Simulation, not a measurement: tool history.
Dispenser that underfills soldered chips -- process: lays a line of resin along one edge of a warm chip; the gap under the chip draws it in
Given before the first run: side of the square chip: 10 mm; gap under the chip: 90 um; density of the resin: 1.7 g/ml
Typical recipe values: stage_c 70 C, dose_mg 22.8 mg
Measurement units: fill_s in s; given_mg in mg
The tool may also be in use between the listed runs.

| run | day | stage_c | dose_mg | fill_s | given_mg |
|---|---|---|---|---|---|
| 1 | 0 | 70 | 22.8 | 35.9 | 22.86 |
|  | 0.15 | new syringe of resin |
| 2 | 0.283 | 70 | 22.8 | 29.8 | 22.79 |
| 3 | 0.579 | 70 | 28.4 | 42.8 | 28.24 |
|  | 0.621 | new syringe of resin |
| 4 | 0.875 | 81 | 22.8 | 19 | 22.41 |
|  | 1.083 | new syringe of resin |
| 5 | 1.204 | 81 | 22.8 | 16.3 | 22.56 |
| 6 | 1.479 | 81 | 22.8 | 24.1 | 22.48 |
|  | 1.542 | new syringe of resin |
| 7 | 1.792 | 81 | 22.8 | 19.2 | 22.38 |
|  | 2 | new syringe of resin |
| 8 | 2.004 | 81 | 22.8 | 13.7 | 22.43 |
| 9 | 2.262 | 81 | 22.8 | 19.5 | 22.21 |
| 10 | 2.408 | 70 | 22.8 | 42.3 | 22.32 |
|  | 2.458 | new syringe of resin |
| 11 | 2.604 | 70 | 22.8 | 28.6 | 22.28 |
| 12 | 2.804 | 76 | 22.8 | 28.6 | 22.24 |
|  | 2.929 | new syringe of resin |
| 13 | 3.154 | 76 | 22.8 | 24.5 | 22.56 |
|  | 3.4 | new syringe of resin |
| 14 | 3.517 | 56 | 25.5 | 59 | 24.72 |
| 15 | 3.8 | 59 | 26.8 | 75.5 | 26.06 |
|  | 3.854 | new syringe of resin |
| 16 | 4.092 | 57 | 21.2 | 68.3 | 20.6 |
|  | 4.321 | new syringe of resin |
| 17 | 4.379 | 70 | 27.2 | 25.3 | 26.45 |
| 18 | 4.583 | 60 | 26 | 58.9 | 25.12 |
|  | 4.779 | new syringe of resin |
| 19 | 4.796 | 70 | 28.6 | 23.2 | 27.7 |
| 20 | 4.954 | 83 | 27.6 | 15.5 | 26.64 |
|  | 5.246 | new syringe of resin |
|  | 5.304 | dispensing valve cleaned and set on the balance |
| 21 | 5.304 | 83 | 27.6 | 12.3 | 27.29 |
| 22 | 5.517 | 66 | 24.2 | 40.4 | 24.14 |
|  | 5.758 | new syringe of resin |
| 23 | 5.829 | 73 | 25.8 | 22.1 | 25.84 |
| 24 | 6.1 | 73 | 25.8 | 32.6 | 25.46 |
|  | 6.225 | new syringe of resin |
| 25 | 6.4 | 62 | 20.8 | 48.4 | 20.61 |

What if the next run were any one of these 5? Each begins from the tool's condition after run 25:
|  | 6.683 | new syringe of resin |
| A | 6.75 | 63 | 20.5 | ? | ? |
|  | 6.683 | new syringe of resin |
| B | 6.75 | 73 | 26 | ? | ? |
|  | 6.683 | new syringe of resin |
| C | 6.75 | 74 | 23.6 | ? | ? |
|  | 6.683 | new syringe of resin |
| D | 6.75 | 58 | 22.8 | ? | ? |
|  | 6.683 | new syringe of resin |
| E | 6.75 | 62 | 26.5 | ? | ? |

| run | fill_s | given_mg |
|---|---|---|
| A | 38.4 | 20.41 |
| B | 22.3 | 25.63 |
| C | 21.6 | 23.18 |
| D | 50.1 | 22.55 |
| E | 38.9 | 26.25 |
With the hidden condition removed and each run's random variation left untouched, the same runs would have given:
| run | fill_s | given_mg |
|---|---|---|
| A | 33.2 | 20.6 |
| B | 19.4 | 25.88 |
| C | 18.9 | 23.41 |
| D | 43.3 | 22.77 |
| E | 33.7 | 26.51 |
